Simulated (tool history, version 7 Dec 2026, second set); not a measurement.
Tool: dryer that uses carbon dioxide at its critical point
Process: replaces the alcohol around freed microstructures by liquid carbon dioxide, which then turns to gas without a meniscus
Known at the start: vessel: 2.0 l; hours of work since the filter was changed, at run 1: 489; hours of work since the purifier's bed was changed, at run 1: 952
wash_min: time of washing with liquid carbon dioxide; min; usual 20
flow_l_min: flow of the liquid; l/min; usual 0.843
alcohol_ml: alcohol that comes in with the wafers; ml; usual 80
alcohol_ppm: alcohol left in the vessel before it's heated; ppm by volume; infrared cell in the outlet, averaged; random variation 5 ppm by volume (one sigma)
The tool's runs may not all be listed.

run,day,wash_min,flow_l_min,alcohol_ml,hours of work since the filter was changed,hours of work since the purifier's bed was changed,alcohol_ppm
1,0,20,0.843,80,489,952,188
2,0.733,20,0.843,80,501,964,187
3,2.2,20,0.843,80,526,989,206
4,3.154,14,0.843,80,542,1006,700
5,4.246,20,0.843,80,560,1024,209
# day 4.612: inlet filter changed
6,5.121,20,0.843,80,9,1038,140
7,6.183,20,0.843,80,27,1056,154
8,7.746,20,0.843,80,53,1083,157
9,8.971,20,0.6,80,74,1103,389
10,10.529,20,0.6,80,100,1130,418
11,11.488,17,0.6,80,117,1146,725
12,12.308,17,0.6,80,130,1160,761
13,12.971,17,0.6,80,142,1171,762
14,14.121,17,0.656,80,161,1191,570
15,15.417,17,0.656,80,183,1213,571
16,16.575,14,0.843,80,203,1232,499
17,18.042,30,1.073,30,228,1257,137
18,18.838,12,1.073,30,241,1271,221
19,19.967,20,1.197,58,260,1290,137
# day 20.475: purifier's bed changed
20,21.521,20,1.197,58,284,18,8
21,22.892,20,0.632,62,308,41,237
22,23.967,20,0.632,44,326,59,190

Forecast run 23:
23,24.625,13,1.189,44,337,70,?

alcohol_ppm: 67 ppm by volume
Without the tool's hidden state the same run would have given alcohol_ppm 32 ppm by volume.
